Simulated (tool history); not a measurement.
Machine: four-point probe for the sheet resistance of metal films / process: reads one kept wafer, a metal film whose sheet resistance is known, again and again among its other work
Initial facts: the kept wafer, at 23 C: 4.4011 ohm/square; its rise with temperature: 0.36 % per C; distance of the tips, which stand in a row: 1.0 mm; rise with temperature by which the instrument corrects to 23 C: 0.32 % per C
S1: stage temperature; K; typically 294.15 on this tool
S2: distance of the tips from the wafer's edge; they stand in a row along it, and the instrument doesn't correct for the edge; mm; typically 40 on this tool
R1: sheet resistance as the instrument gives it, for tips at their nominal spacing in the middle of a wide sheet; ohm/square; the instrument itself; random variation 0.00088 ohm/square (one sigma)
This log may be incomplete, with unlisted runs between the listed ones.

| run | hour | S1 | S2 | R1 |
|---|---|---|---|---|
| 1 | 0.0 | 294.15 | 40 | 4.402776 |
| 2 | 30.4 | 294.15 | 40 | 4.402436 |
| 3 | 53.4 | 294.15 | 6 | 4.466646 |
| 4 | 73.8 | 291.15 | 6 | 4.460765 |
| 5 | 114.9 | 294.15 | 54 | 4.402037 |
| 6 | 150.3 | 294.15 | 54 | 4.404025 |
| 7 | 167.5 | 294.15 | 54 | 4.403790 |
| 8 | 187.5 | 294.15 | 6 | 4.468667 |
| 9 | 209.9 | 294.15 | 6 | 4.467671 |
| 10 | 240.4 | 294.15 | 6 | 4.469020 |
| 11 | 259.4 | 294.15 | 6 | 4.467227 |
| 12 | 278.3 | 307.15 | 40 | 4.427487 |
| 13 | 307.2 | 302.15 | 40 | 4.419475 |
| 14 | 344.1 | 294.15 | 40 | 4.405644 |
| 15 | 379.1 | 306.15 | 40 | 4.427353 |
| 16 | 421.7 | 306.15 | 40 | 4.428430 |
| 17 | 445.7 | 306.15 | 40 | 4.427937 |
| 18 | 476.8 | 294.15 | 10 | 4.428406 |
| 19 | 495.7 | 294.15 | 42 | 4.407394 |
| 20 | 538.1 | 294.15 | 42 | 4.406938 |
| 21 | 569.4 | 294.15 | 42 | 4.407006 |
| 22 | 604.2 | 294.15 | 33 | 4.407683 |
|  | 624.0 | stage's thermometer calibrated |
| 23 | 633.0 | 294.15 | 33 | 4.409695 |
| 24 | 668.8 | 292.15 | 9 | 4.435390 |
| 25 | 705.5 | 297.15 | 23 | 4.417814 |
| 26 | 739.3 | 297.15 | 23 | 4.418889 |
| 27 | 761.8 | 303.15 | 14 | 4.438387 |
| 28 | 785.2 | 301.15 | 20 | 4.429045 |
| 29 | 815.0 | 292.15 | 14 | 4.418466 |
| 30 | 855.7 | 292.15 | 14 | 4.419538 |
|  | 867.6 | stage's thermometer calibrated, once more |
| 31 | 893.9 | 308.15 | 14 | 4.432684 |
| 32 | 930.4 | 308.15 | 14 | 4.433817 |
| 33 | 949.5 | 294.15 | 16 | 4.403790 |
| 34 | 971.0 | 294.15 | 16 | 4.404102 |
| 35 | 999.9 | 305.15 | 3 | 4.664053 |
| 36 | 1030.3 | 299.15 | 3 | 4.653132 |
| 37 | 1071.8 | 299.15 | 3 | 4.653806 |
| 38 | 1090.8 | 302.15 | 28 | 4.413968 |
| 39 | 1131.5 | 291.15 | 62 | 4.393902 |
| 40 | 1167.9 | 296.15 | 21 | 4.407201 |

What if the next run were any one of these 3? Each begins from the tool's condition after run 40:
| A | 1194.4 | 302.15 | 7 | ? |
| B | 1194.4 | 296.15 | 53 | ? |
| C | 1194.4 | 298.15 | 3 | ? |

| run | R1 |
|---|---|
| A | 4.463395 |
| B | 4.402644 |
| C | 4.653066 |
What these runs would have given with no unlogged condition in the tool:
| run | R1 |
|---|---|
| A | 4.463259 |
| B | 4.402493 |
| C | 4.652909 |
